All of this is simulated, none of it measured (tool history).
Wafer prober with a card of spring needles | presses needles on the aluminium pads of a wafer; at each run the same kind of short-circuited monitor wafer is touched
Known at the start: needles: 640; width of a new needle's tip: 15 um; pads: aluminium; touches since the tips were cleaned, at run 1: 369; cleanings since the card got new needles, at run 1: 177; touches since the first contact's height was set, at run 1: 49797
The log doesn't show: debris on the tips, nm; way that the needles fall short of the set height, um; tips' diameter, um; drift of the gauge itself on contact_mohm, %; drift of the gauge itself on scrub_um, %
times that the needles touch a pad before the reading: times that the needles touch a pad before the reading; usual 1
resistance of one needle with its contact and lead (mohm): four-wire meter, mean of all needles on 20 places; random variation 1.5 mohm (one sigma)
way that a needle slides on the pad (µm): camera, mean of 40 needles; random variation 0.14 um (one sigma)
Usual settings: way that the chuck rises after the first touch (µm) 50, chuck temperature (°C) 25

run,hour,way that the chuck rises after the first touch (µm),chuck temperature (°C),times that the needles touch a pad before the reading,touches since the tips were cleaned,cleanings since the card got new needles,touches since the first contact's height was set,resistance of one needle with its contact and lead (mohm),way that a needle slides on the pad (µm)
1,0.0,50,25,1,369,177,49797,238,12.23
# hour 6.9: tips cleaned on abrasive film
# hour 13.7: tips cleaned on abrasive film
# hour 22.3: tips cleaned on abrasive film
# hour 30.8: tips cleaned on abrasive film
2,36.1,50,25,1,2368,181,65647,486,12.45
# hour 37.9: tips cleaned on abrasive film
# hour 46.5: tips cleaned on abrasive film
# hour 55.0: tips cleaned on abrasive film
# hour 61.9: tips cleaned on abrasive film
3,64.3,50,25,1,1068,185,77953,349,12.06
# hour 69.5: tips cleaned on abrasive film
# hour 76.3: tips cleaned on abrasive film
# hour 83.2: tips cleaned on abrasive film
# hour 90.0: tips cleaned on abrasive film
# hour 98.6: tips cleaned on abrasive film
4,100.3,50,117,1,769,190,93699,310,11.89
# hour 105.4: tips cleaned on abrasive film
# hour 114.0: tips cleaned on abrasive film
# hour 122.5: tips cleaned on abrasive film
# hour 131.1: tips cleaned on abrasive film
5,135.8,50,25,1,2114,194,109273,466,11.59
# hour 139.3: tips cleaned on abrasive film
# hour 146.2: tips cleaned on abrasive film
# hour 154.7: tips cleaned on abrasive film
6,158.9,50,25,1,1857,197,119368,473,11.59
# hour 160.9: height of the first contact set anew
# hour 162.7: tips cleaned on abrasive film
# hour 169.5: tips cleaned on abrasive film
# hour 176.4: tips cleaned on abrasive film
# hour 183.2: tips cleaned on abrasive film
7,189.0,50,25,1,2569,201,12305,599,11.24
# hour 190.8: tips cleaned on abrasive film
# hour 199.4: tips cleaned on abrasive film
# hour 206.2: tips cleaned on abrasive film
# hour 213.1: tips cleaned on abrasive film
8,218.7,50,25,1,2481,205,25272,570,11.28
# hour 220.5: tips cleaned on abrasive film
# hour 229.0: tips cleaned on abrasive film
# hour 235.9: tips cleaned on abrasive film
# hour 244.4: tips cleaned on abrasive film
# hour 251.3: tips cleaned on abrasive film
9,254.1,67,122,2,1270,210,40771,236,15.16
# hour 259.3: tips cleaned on abrasive film
# hour 266.2: tips cleaned on abrasive film
# hour 274.7: tips cleaned on abrasive film
# hour 281.6: tips cleaned on abrasive film
10,281.6,67,43,2,3,214,52757,152,15.49
# hour 288.5: height of the first contact set anew, once more
# hour 290.3: tips cleaned on abrasive film
# hour 298.9: tips cleaned on abrasive film
# hour 307.4: tips cleaned on abrasive film
# hour 316.0: tips cleaned on abrasive film
# hour 324.1: tips cleaned on abrasive film
11,324.1,50,47,1,0,219,15530,178,12.46
# hour 330.9: tips cleaned on abrasive film
# hour 339.5: tips cleaned on abrasive film
12,345.7,50,43,1,2757,221,25027,526,12.30
# hour 347.5: tips cleaned on abrasive film
# hour 354.3: tips cleaned on abrasive film
# hour 362.9: tips cleaned on abrasive film
# hour 371.4: tips cleaned on abrasive film
13,376.1,32,28,1,2062,225,38322,926,7.70
# hour 379.5: tips cleaned on abrasive film
# hour 388.1: tips cleaned on abrasive film
# hour 396.6: tips cleaned on abrasive film
# hour 404.9: tips cleaned on abrasive film
14,404.9,44,69,3,0,229,50929,167,10.83
# hour 413.4: tips cleaned on abrasive film
# hour 422.0: tips cleaned on abrasive film
# hour 428.8: tips cleaned on abrasive film
15,434.3,44,69,3,2421,232,63827,319,10.73
# hour 436.1: tips cleaned on abrasive film
# hour 442.9: tips cleaned on abrasive film
# hour 449.8: tips cleaned on abrasive film
# hour 458.3: tips cleaned on abrasive film
# hour 465.2: tips cleaned on abrasive film
# hour 472.0: tips cleaned on abrasive film
16,472.0,44,71,3,0,238,80307,181,10.42

Hidden state at the last listed run before each entry between runs and at the first one after, where it differs:
Between runs 1 and 2: tips cleaned on abrasive film (hour 6.9); tips cleaned on abrasive film (hour 13.7); tips cleaned on abrasive film (hour 22.3); tips cleaned on abrasive film (hour 30.8)
  debris on the tips, nm: 21 -> 74.1; way that the needles fall short of the set height, um: 1.41 -> 1.76; tips' diameter, um: 20.89 -> 21.02
  measured less the result without the state, resistance of one needle with its contact and lead (mohm): +102 -> +349; way that a needle slides on the pad (µm): -0.36 -> -0.45
Between runs 2 and 3: tips cleaned on abrasive film (hour 37.9); tips cleaned on abrasive film (hour 46.5); tips cleaned on abrasive film (hour 55.0); tips cleaned on abrasive film (hour 61.9)
  debris on the tips, nm: 74.1 -> 44.3; way that the needles fall short of the set height, um: 1.76 -> 2.12; tips' diameter, um: 21.02 -> 21.14
  measured less the result without the state, resistance of one needle with its contact and lead (mohm): +349 -> +213; way that a needle slides on the pad (µm): -0.45 -> -0.53
Between runs 3 and 4: tips cleaned on abrasive film (hour 69.5); tips cleaned on abrasive film (hour 76.3); tips cleaned on abrasive film (hour 83.2); tips cleaned on abrasive film (hour 90.0); tips cleaned on abrasive film (hour 98.6)
  debris on the tips, nm: 44.3 -> 35.5; way that the needles fall short of the set height, um: 2.12 -> 2.64; tips' diameter, um: 21.14 -> 21.32
  measured less the result without the state, resistance of one needle with its contact and lead (mohm): +213 -> +159; way that a needle slides on the pad (µm): -0.53 -> -0.66
Between runs 4 and 5: tips cleaned on abrasive film (hour 105.4); tips cleaned on abrasive film (hour 114.0); tips cleaned on abrasive film (hour 122.5); tips cleaned on abrasive film (hour 131.1)
  debris on the tips, nm: 35.5 -> 67; way that the needles fall short of the set height, um: 2.64 -> 3; tips' diameter, um: 21.32 -> 21.45
  measured less the result without the state, resistance of one needle with its contact and lead (mohm): +159 -> +334; way that a needle slides on the pad (µm): -0.66 -> -0.75
Between runs 5 and 6: tips cleaned on abrasive film (hour 139.3); tips cleaned on abrasive film (hour 146.2); tips cleaned on abrasive film (hour 154.7)
  debris on the tips, nm: 67 -> 64.1; way that the needles fall short of the set height, um: 3 -> 3.29; tips' diameter, um: 21.45 -> 21.55
  measured less the result without the state, resistance of one needle with its contact and lead (mohm): +334 -> +337; way that a needle slides on the pad (µm): -0.75 -> -0.83
Between runs 6 and 7: height of the first contact set anew (hour 160.9); tips cleaned on abrasive film (hour 162.7); tips cleaned on abrasive film (hour 169.5); tips cleaned on abrasive film (hour 176.4); tips cleaned on abrasive film (hour 183.2)
  debris on the tips, nm: 64.1 -> 81.1; way that the needles fall short of the set height, um: 3.29 -> 5.48; tips' diameter, um: 21.55 -> 21.68
  measured less the result without the state, resistance of one needle with its contact and lead (mohm): +337 -> +465; way that a needle slides on the pad (µm): -0.83 -> -1.38
Between runs 7 and 8: tips cleaned on abrasive film (hour 190.8); tips cleaned on abrasive film (hour 199.4); tips cleaned on abrasive film (hour 206.2); tips cleaned on abrasive film (hour 213.1)
  debris on the tips, nm: 81.1 -> 73.1; way that the needles fall short of the set height, um: 5.48 -> 5.86; tips' diameter, um: 21.68 -> 21.81
  measured less the result without the state, resistance of one needle with its contact and lead (mohm): +465 -> +435; way that a needle slides on the pad (µm): -1.38 -> -1.49
Between runs 8 and 9: tips cleaned on abrasive film (hour 220.5); tips cleaned on abrasive film (hour 229.0); tips cleaned on abrasive film (hour 235.9); tips cleaned on abrasive film (hour 244.4); tips cleaned on abrasive film (hour 251.3)
  debris on the tips, nm: 73.1 -> 47.9; way that the needles fall short of the set height, um: 5.86 -> 6.33; tips' diameter, um: 21.81 -> 21.97
  measured less the result without the state, resistance of one needle with its contact and lead (mohm): +435 -> +89; way that a needle slides on the pad (µm): -1.49 -> -1.60
Between runs 9 and 10: tips cleaned on abrasive film (hour 259.3); tips cleaned on abrasive film (hour 266.2); tips cleaned on abrasive film (hour 274.7); tips cleaned on abrasive film (hour 281.6)
  debris on the tips, nm: 47.9 -> 6.1; way that the needles fall short of the set height, um: 6.33 -> 6.69; tips' diameter, um: 21.97 -> 22.1
  measured less the result without the state, resistance of one needle with its contact and lead (mohm): +89 -> +21; way that a needle slides on the pad (µm): -1.60 -> -1.72
Between runs 10 and 11: height of the first contact set anew, once more (hour 288.5); tips cleaned on abrasive film (hour 290.3); tips cleaned on abrasive film (hour 298.9); tips cleaned on abrasive film (hour 307.4); tips cleaned on abrasive film (hour 316.0); tips cleaned on abrasive film (hour 324.1)
  debris on the tips, nm: 6.1 -> 5.9; way that the needles fall short of the set height, um: 6.69 -> 0.55; tips' diameter, um: 22.1 -> 22.29
  measured less the result without the state, resistance of one needle with its contact and lead (mohm): +21 -> +37; way that a needle slides on the pad (µm): -1.72 -> -0.14
Between runs 11 and 12: tips cleaned on abrasive film (hour 330.9); tips cleaned on abrasive film (hour 339.5)
  debris on the tips, nm: 5.9 -> 79; way that the needles fall short of the set height, um: 0.55 -> 0.76; tips' diameter, um: 22.29 -> 22.36
  measured less the result without the state, resistance of one needle with its contact and lead (mohm): +37 -> +387; way that a needle slides on the pad (µm): -0.14 -> -0.20
Between runs 12 and 13: tips cleaned on abrasive film (hour 347.5); tips cleaned on abrasive film (hour 354.3); tips cleaned on abrasive film (hour 362.9); tips cleaned on abrasive film (hour 371.4)
  debris on the tips, nm: 79 -> 62.5; way that the needles fall short of the set height, um: 0.76 -> 1.14; tips' diameter, um: 22.36 -> 22.5
  measured less the result without the state, resistance of one needle with its contact and lead (mohm): +387 -> +779; way that a needle slides on the pad (µm): -0.20 -> -0.29
Between runs 13 and 14: tips cleaned on abrasive film (hour 379.5); tips cleaned on abrasive film (hour 388.1); tips cleaned on abrasive film (hour 396.6); tips cleaned on abrasive film (hour 404.9)
  debris on the tips, nm: 62.5 -> 5.2; way that the needles fall short of the set height, um: 1.14 -> 1.56; tips' diameter, um: 22.5 -> 22.64
  measured less the result without the state, resistance of one needle with its contact and lead (mohm): +779 -> +24; way that a needle slides on the pad (µm): -0.29 -> -0.40
Between runs 14 and 15: tips cleaned on abrasive film (hour 413.4); tips cleaned on abrasive film (hour 422.0); tips cleaned on abrasive film (hour 428.8)
  debris on the tips, nm: 5.2 -> 69.8; way that the needles fall short of the set height, um: 1.56 -> 1.86; tips' diameter, um: 22.64 -> 22.75
  measured less the result without the state, resistance of one needle with its contact and lead (mohm): +24 -> +174; way that a needle slides on the pad (µm): -0.40 -> -0.47
Between runs 15 and 16: tips cleaned on abrasive film (hour 436.1); tips cleaned on abrasive film (hour 442.9); tips cleaned on abrasive film (hour 449.8); tips cleaned on abrasive film (hour 458.3); tips cleaned on abrasive film (hour 465.2); tips cleaned on abrasive film (hour 472.0)
  debris on the tips, nm: 69.8 -> 8.8; way that the needles fall short of the set height, um: 1.86 -> 2.49; tips' diameter, um: 22.75 -> 22.97
  measured less the result without the state, resistance of one needle with its contact and lead (mohm): +174 -> +36; way that a needle slides on the pad (µm): -0.47 -> -0.62
